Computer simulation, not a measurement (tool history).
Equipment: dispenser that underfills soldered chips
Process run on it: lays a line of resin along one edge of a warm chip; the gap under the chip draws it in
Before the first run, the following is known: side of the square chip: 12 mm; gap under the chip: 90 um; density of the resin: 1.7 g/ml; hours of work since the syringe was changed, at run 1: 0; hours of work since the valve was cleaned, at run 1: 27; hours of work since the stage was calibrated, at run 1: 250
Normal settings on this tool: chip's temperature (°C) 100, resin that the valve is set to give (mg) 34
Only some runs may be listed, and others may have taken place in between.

| run | hour | chip's temperature (°C) | resin that the valve is set to give (mg) | hours of work since the syringe was changed | hours of work since the valve was cleaned | hours of work since the stage was calibrated | time until the resin shows at the far edge (s) | resin that the valve gave (mg) |
|---|---|---|---|---|---|---|---|---|
| 1 | 0 | 100 | 34 | 0 | 27 | 250 | 82.2 | 33.52 |
| 2 | 14.3 | 100 | 34 | 9 | 36 | 259 | 181 | 33.33 |
|  | 16.9 | new syringe of resin |
| 3 | 26.8 | 100 | 34 | 6 | 44 | 267 | 138.4 | 32.82 |
|  | 34.5 | new syringe of resin |
| 4 | 35 | 100 | 34 | 0 | 49 | 272 | 84 | 32.88 |
| 5 | 50.1 | 100 | 35.5 | 10 | 59 | 282 | 187.5 | 33.93 |
|  | 51.6 | new syringe of resin |
| 6 | 59 | 100 | 33.1 | 5 | 64 | 287 | 123 | 31.89 |
|  | 68.9 | new syringe of resin |
| 7 | 74.7 | 100 | 33.1 | 4 | 74 | 297 | 111.3 | 31.53 |
|  | 85.7 | new syringe of resin |
| 8 | 90.7 | 97 | 34 | 3 | 84 | 307 | 117.7 | 32.1 |
| 9 | 98 | 97 | 34 | 8 | 89 | 312 | 177.8 | 32.09 |
|  | 102.7 | new syringe of resin |
| 10 | 109.2 | 100 | 34 | 4 | 96 | 319 | 118.3 | 31.9 |
|  | 119.6 | new syringe of resin |
| 11 | 124.2 | 100 | 34 | 3 | 106 | 329 | 104 | 31.7 |
| 12 | 131.8 | 110 | 33.7 | 8 | 111 | 334 | 109.8 | 31.49 |
|  | 136.5 | new syringe of resin |
|  | 139.5 | dispensing valve cleaned and set on the balance |
| 13 | 141.9 | 100 | 40.2 | 3 | 2 | 339 | 102.1 | 40.53 |
| 14 | 150 | 88 | 34 | 8 | 7 | 345 | 255.7 | 33.97 |
|  | 154.7 | new syringe of resin |
| 15 | 160.2 | 88 | 34 | 4 | 13 | 351 | 174.7 | 33.94 |
| 16 | 166.9 | 88 | 34 | 8 | 18 | 355 | 253.8 | 33.78 |
|  | 171.5 | new syringe of resin |
| 17 | 176.5 | 88 | 34 | 3 | 24 | 361 | 174 | 33.83 |
| 18 | 185 | 96 | 42.9 | 9 | 29 | 367 | 191.7 | 42.09 |
|  | 189.3 | new syringe of resin |
| 19 | 196.2 | 96 | 42.9 | 4 | 36 | 374 | 136.4 | 42.01 |
|  | 206.4 | new syringe of resin |
| 20 | 208.1 | 113 | 37.5 | 1 | 44 | 381 | 55.9 | 36.76 |
| 21 | 217.6 | 109 | 36.4 | 7 | 50 | 387 | 106.8 | 35.07 |
|  | 223.7 | new syringe of resin |
| 22 | 228.6 | 92 | 33.8 | 3 | 57 | 394 | 146.1 | 32.51 |

Hidden state or all else? Some run-to-run changes of time until the resin shows at the far edge (s), split into what the settings, what came in and random variation would give without the hidden state, and what is left for the hidden state (with any gauge scatter that isn't in both results):
Hidden conditions of the tool in this case: resin's viscosity, % of fresh resin's; dose that the valve gives, % of what is set; true chip temperature over the reading, C; drift of the gauge itself on fill_s, %; drift of the gauge itself on given_mg, %.
Run 4 -> 5: resin that the valve is set to give (mg) 34 -> 35.5. time until the resin shows at the far edge (s) +103.5: hidden state +104.7, all else -1.2.
Run 13 -> 14: chip's temperature (°C) 100 -> 88, resin that the valve is set to give (mg) 40.2 -> 34. time until the resin shows at the far edge (s) +153.6: hidden state +108.4, all else +45.2.
